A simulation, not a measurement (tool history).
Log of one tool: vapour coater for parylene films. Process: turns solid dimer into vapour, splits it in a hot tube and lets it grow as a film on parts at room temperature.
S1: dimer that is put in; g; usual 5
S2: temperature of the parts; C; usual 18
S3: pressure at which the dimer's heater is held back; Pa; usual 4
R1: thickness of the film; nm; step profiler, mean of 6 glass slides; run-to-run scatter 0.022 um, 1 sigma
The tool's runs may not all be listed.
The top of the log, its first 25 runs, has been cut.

run   hour  S1  S2    S3    R1
 26  455.3   7  18     4  1620
 27  473.8   7  18     4  1590
 28  498.7   7  18     4  1570
 29  509.7   6  10  7.66  1570
 30  527.6   2  13  5.67   510
 31  550.3   2  13  5.67   530
 32  575.2   2  13  5.67   460
 33  594.4   4  26  5.67   700
 34  607.3   4  26  5.67   710
 35  631.1   5  18  7.02  1050
 36  649.4   5  18  7.02  1050
 37  666.4   3  17  6.69   630
 38  687.7   5  14  5.14  1160
 39  705.9   7  16     4  1590
 40  727.3   7  16     4  1560
 41  748.2   5  19     4  1020
 42  766.8   5  19     4  1050
     791.7  -- trap's valve overhauled
 43  792.8   5  28  2.53   960
 44  807.8   3  22  3.77   650
 45  833.2   5  21     6  1070
 46  858.9   9  20     5  1990
 47  875.8   5  11  5.84  1280

Forecast each of these 4 alternatives for the next run:
  A   894   4  15     4   ?
  B   894   6  16  2.07   ?
  C   894   5  11  3.06   ?
  D   894   7  17  2.91   ?

run    R1
  A   970
  B  1540
  C  1350
  D  1680
Take away the tool's hidden state, keep each run's random variation, and the runs would have read:
run    R1
  A  1020
  B  1610
  C  1410
  D  1750
